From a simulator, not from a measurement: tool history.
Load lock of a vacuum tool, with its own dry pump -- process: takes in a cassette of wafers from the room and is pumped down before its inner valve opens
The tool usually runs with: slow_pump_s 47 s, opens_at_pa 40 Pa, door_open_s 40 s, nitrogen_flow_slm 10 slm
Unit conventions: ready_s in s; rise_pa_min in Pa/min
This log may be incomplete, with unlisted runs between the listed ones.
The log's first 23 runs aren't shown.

run    hour  slow_pump_s  opens_at_pa  door_open_s  nitrogen_flow_slm  incoming humidity of the room's air, %  ready_s  rise_pa_min
 24  1623.5           47           56           40                 20                                    43.1     83.9        0.129
 25  1665.2           47           44           48                 10                                    47.7     84.4        0.153
 26  1737.6           47           44           48                 10                                    44.5     85.1        0.148
 27  1822.5           47           40           77                  8                                    48.0     85.3        0.163
 28  1916.8           78           72           41                 11                                    42.7    108.0        0.146
 29  1997.2           78           72          225                 11                                    44.8    108.4        0.191
 30  2076.2           78           72          225                 11                                    47.1    109.7        0.202
 31  2156.3           25           29           87                  4                                    46.0     70.0        0.181
 32  2203.3           64           43           87                 40                                    47.1    101.4        0.151
 33  2295.9           65           43           83                  6                                    45.8    100.5        0.179
 34  2382.4           44           78          157                  6                                    42.8     79.4        0.199
 35  2459.4           43           61           80                  6                                    45.4     79.9        0.182
 36  2530.1           47           44           26                 10                                    42.1     85.5        0.148

Consider 4 possible next runs. They are alternatives, not a sequence: every one starts from the tool as it was left by run 36. What does each give?
  A  2613.7           47           44           25                 10                                    44.8        ?            ?
  B  2613.7           47           34          177                  8                                    45.2        ?            ?
  C  2613.7           47           38          179                 10                                    45.4        ?            ?
  D  2613.7           47           40           40                 40                                    45.3        ?            ?

run  ready_s  rise_pa_min
  A     85.7        0.156
  B     87.2        0.210
  C     86.0        0.199
  D     85.7        0.144
Without the tool's unlogged condition, the same runs would have read:
run  ready_s  rise_pa_min
  A     83.1        0.033
  B     84.7        0.085
  C     83.4        0.075
  D     83.2        0.021

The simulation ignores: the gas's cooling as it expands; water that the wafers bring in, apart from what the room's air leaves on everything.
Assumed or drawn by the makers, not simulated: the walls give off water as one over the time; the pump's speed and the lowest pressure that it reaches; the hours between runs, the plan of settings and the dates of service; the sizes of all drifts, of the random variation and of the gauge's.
